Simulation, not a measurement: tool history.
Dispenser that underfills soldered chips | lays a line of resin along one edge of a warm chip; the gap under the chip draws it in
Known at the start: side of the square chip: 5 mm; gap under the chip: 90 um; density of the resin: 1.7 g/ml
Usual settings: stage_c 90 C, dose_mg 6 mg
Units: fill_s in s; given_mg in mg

run 1 hour=0 | stage_c=90 dose_mg=6 | fill_s=8 given_mg=5.91
run 2 hour=3.6 | stage_c=90 dose_mg=6 | fill_s=9.7 given_mg=5.9
run 3 hour=6.6 | stage_c=90 dose_mg=6 | fill_s=10.4 given_mg=5.87
-- hour=8.6 new syringe of resin
run 4 hour=11.1 | stage_c=90 dose_mg=6 | fill_s=9 given_mg=5.91
run 5 hour=14.4 | stage_c=90 dose_mg=6 | fill_s=10.8 given_mg=5.84
-- hour=17.9 new syringe of resin
run 6 hour=19.3 | stage_c=90 dose_mg=6 | fill_s=8.4 given_mg=5.85
run 7 hour=23.7 | stage_c=90 dose_mg=5.71 | fill_s=10.2 given_mg=5.59
-- hour=26.7 new syringe of resin
run 8 hour=27.9 | stage_c=90 dose_mg=6 | fill_s=8.6 given_mg=5.84
run 9 hour=33.6 | stage_c=90 dose_mg=6 | fill_s=10.7 given_mg=5.79
-- hour=35.9 dispensing valve cleaned and set on the balance
-- hour=36.7 new syringe of resin
run 10 hour=38.1 | stage_c=90 dose_mg=6.15 | fill_s=8.8 given_mg=6.1
run 11 hour=42.3 | stage_c=79 dose_mg=6 | fill_s=15.4 given_mg=5.95
-- hour=45.7 new syringe of resin
run 12 hour=49.2 | stage_c=90 dose_mg=5.81 | fill_s=9.7 given_mg=5.73
-- hour=54.8 new syringe of resin
run 13 hour=55.6 | stage_c=90 dose_mg=5.81 | fill_s=8.1 given_mg=5.72
run 14 hour=59.5 | stage_c=90 dose_mg=5.81 | fill_s=10.1 given_mg=5.74
-- hour=63.7 new syringe of resin
run 15 hour=63.7 | stage_c=98 dose_mg=6 | fill_s=6.2 given_mg=5.87
run 16 hour=69.8 | stage_c=90 dose_mg=5.29 | fill_s=10.8 given_mg=5.18
-- hour=72.4 new syringe of resin
run 17 hour=76.1 | stage_c=90 dose_mg=5.29 | fill_s=9.7 given_mg=5.16
run 18 hour=80.7 | stage_c=90 dose_mg=5.29 | fill_s=11.8 given_mg=5.15
-- hour=81.3 new syringe of resin
run 19 hour=84.4 | stage_c=90 dose_mg=5.29 | fill_s=9.2 given_mg=5.14
run 20 hour=89 | stage_c=78 dose_mg=5.91 | fill_s=17.9 given_mg=5.69
-- hour=90.3 new syringe of resin
run 21 hour=92.4 | stage_c=99 dose_mg=5.49 | fill_s=6.9 given_mg=5.29
run 22 hour=95.5 | stage_c=90 dose_mg=7.39 | fill_s=9.8 given_mg=7.15
-- hour=99.4 new syringe of resin
run 23 hour=100.9 | stage_c=90 dose_mg=7.39 | fill_s=8.4 given_mg=7.14
-- hour=105.5 dispensing valve cleaned and set on the balance
run 24 hour=108.4 | stage_c=90 dose_mg=7.78 | fill_s=11.3 given_mg=7.73
-- hour=109.3 new syringe of resin
run 25 hour=115.2 | stage_c=90 dose_mg=7.78 | fill_s=10.7 given_mg=7.75
-- hour=118.1 new syringe of resin
run 26 hour=121.2 | stage_c=78 dose_mg=5.45 | fill_s=14.2 given_mg=5.4
-- hour=126.9 new syringe of resin
run 27 hour=127.9 | stage_c=97 dose_mg=6.26 | fill_s=6.1 given_mg=6.16
run 28 hour=131.5 | stage_c=92 dose_mg=6.19 | fill_s=9.1 given_mg=6.14
-- hour=135.6 new syringe of resin
run 29 hour=138.3 | stage_c=96 dose_mg=7.1 | fill_s=7.3 given_mg=6.99
run 30 hour=142.9 | stage_c=96 dose_mg=7.43 | fill_s=8.9 given_mg=7.3
-- hour=144.7 new syringe of resin
run 31 hour=148.8 | stage_c=96 dose_mg=7.43 | fill_s=7.6 given_mg=7.24
run 32 hour=152.9 | stage_c=96 dose_mg=7.43 | fill_s=8.5 given_mg=7.25
-- hour=153.5 new syringe of resin
run 33 hour=159.2 | stage_c=96 dose_mg=7.43 | fill_s=8 given_mg=7.23
-- hour=162.5 new syringe of resin
run 34 hour=162.6 | stage_c=96 dose_mg=7.43 | fill_s=6.1 given_mg=7.22
run 35 hour=168.1 | stage_c=96 dose_mg=7.43 | fill_s=8 given_mg=7.21
-- hour=171.5 new syringe of resin
run 36 hour=171.5 | stage_c=81 dose_mg=5.32 | fill_s=11.5 given_mg=5.13
-- hour=174.9 dispensing valve cleaned and set on the balance
run 37 hour=178.7 | stage_c=89 dose_mg=5.32 | fill_s=11.4 given_mg=5.28

3 ways to go on from here, each from the tool as it stands after run 37. What would each give?
-- hour=181.5 new syringe of resin
run A hour=182.9 | stage_c=93 dose_mg=6 | fill_s=? given_mg=?
-- hour=181.5 new syringe of resin
run B hour=182.9 | stage_c=84 dose_mg=5.53 | fill_s=? given_mg=?
-- hour=181.5 new syringe of resin
run C hour=182.9 | stage_c=90 dose_mg=7.38 | fill_s=? given_mg=?

run=A fill_s=7.7 given_mg=5.98
run=B fill_s=10.6 given_mg=5.52
run=C fill_s=7.9 given_mg=7.39
Without the tool's hidden state the same runs would have given:
run=A fill_s=7.5 given_mg=6
run=B fill_s=10.3 given_mg=5.54
run=C fill_s=7.7 given_mg=7.42
